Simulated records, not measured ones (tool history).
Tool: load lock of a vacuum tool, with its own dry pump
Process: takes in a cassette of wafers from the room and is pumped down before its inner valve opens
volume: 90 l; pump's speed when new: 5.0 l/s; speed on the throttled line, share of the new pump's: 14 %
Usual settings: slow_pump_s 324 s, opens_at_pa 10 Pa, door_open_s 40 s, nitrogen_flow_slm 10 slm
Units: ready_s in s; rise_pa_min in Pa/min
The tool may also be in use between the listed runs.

run	hour	slow_pump_s	opens_at_pa	door_open_s	nitrogen_flow_slm	incoming humidity of the room's air, %	ready_s	rise_pa_min
1	0	324	10	40	10	46.7	449.8	0.12
2	51.4	324	10	40	10	44.6	451.2	0.113
3	127.6	324	10	40	10	45	451	0.125
4	183.5	324	10	239	10	47.1	451.9	0.181
5	239.2	324	10	239	10	45.8	451.9	0.179
6	302	324	10	40	10	43.1	451.5	0.123
7	381.4	324	10	40	10	44.1	451.1	0.125
8	459.8	324	10	40	10	47.5	450	0.133
9	512.2	324	10	40	10	46.9	450.9	0.133
10	564.3	324	10	40	10	44.8	452.8	0.126
11	635.1	324	10	40	10	46.3	451.7	0.123
12	700.7	324	10	40	10	40.3	451.5	0.124
13	755.7	324	10	40	10	43.9	452.3	0.123
14	836.7	324	10	57	10	48.4	453.1	0.154
15	897.4	324	10	57	10	46	450.7	0.144
16	982.3	324	10	57	10	46.1	451.6	0.142
17	1035.6	327	9	142	32	44.7	458.6	0.145
18	1088	327	9	142	32	43.6	456.8	0.142
19	1157	616	10	39	34	46.4	703.3	0.127
20	1224.3	616	10	39	34	45.3	702.5	0.129
21	1289.3	351	8	40	7	45	479.7	0.143
22	1345.8	467	9	60	11	44.2	577.7	0.142
23	1436.4	262	16	40	19	43.4	388.8	0.126
24	1513.7	287	17	100	8	43.8	410.7	0.16
25	1574.7	324	10	40	16	44.4	452.3	0.142
26	1667.5	324	10	40	16	46.3	453.5	0.147
27	1755.7	436	9	59	33	45.4	552.1	0.143
28	1807.6	324	18	70	9	42.9	441.3	0.157
29	1848.3	324	18	70	9	43	439.9	0.163
30	1925	361	17	175	18	46.8	474.6	0.184
31	2016.7	361	17	175	18	44.1	474.9	0.181
32	2060.2	324	10	142	5	44.9	453.9	0.202

3 ways to go on from here, each from the tool as it stands after run 32. What would each give?
A	2119.7	249	13	142	5	43.5	?	?
B	2119.7	324	17	182	9	43.9	?	?
C	2119.7	324	12	39	5	42.1	?	?

run	ready_s	rise_pa_min
A	385.9	0.197
B	442.7	0.198
C	449.5	0.153
Without the tool's hidden state the same runs would have given:
run	ready_s	rise_pa_min
A	377.8	0.073
B	436	0.075
C	442	0.03
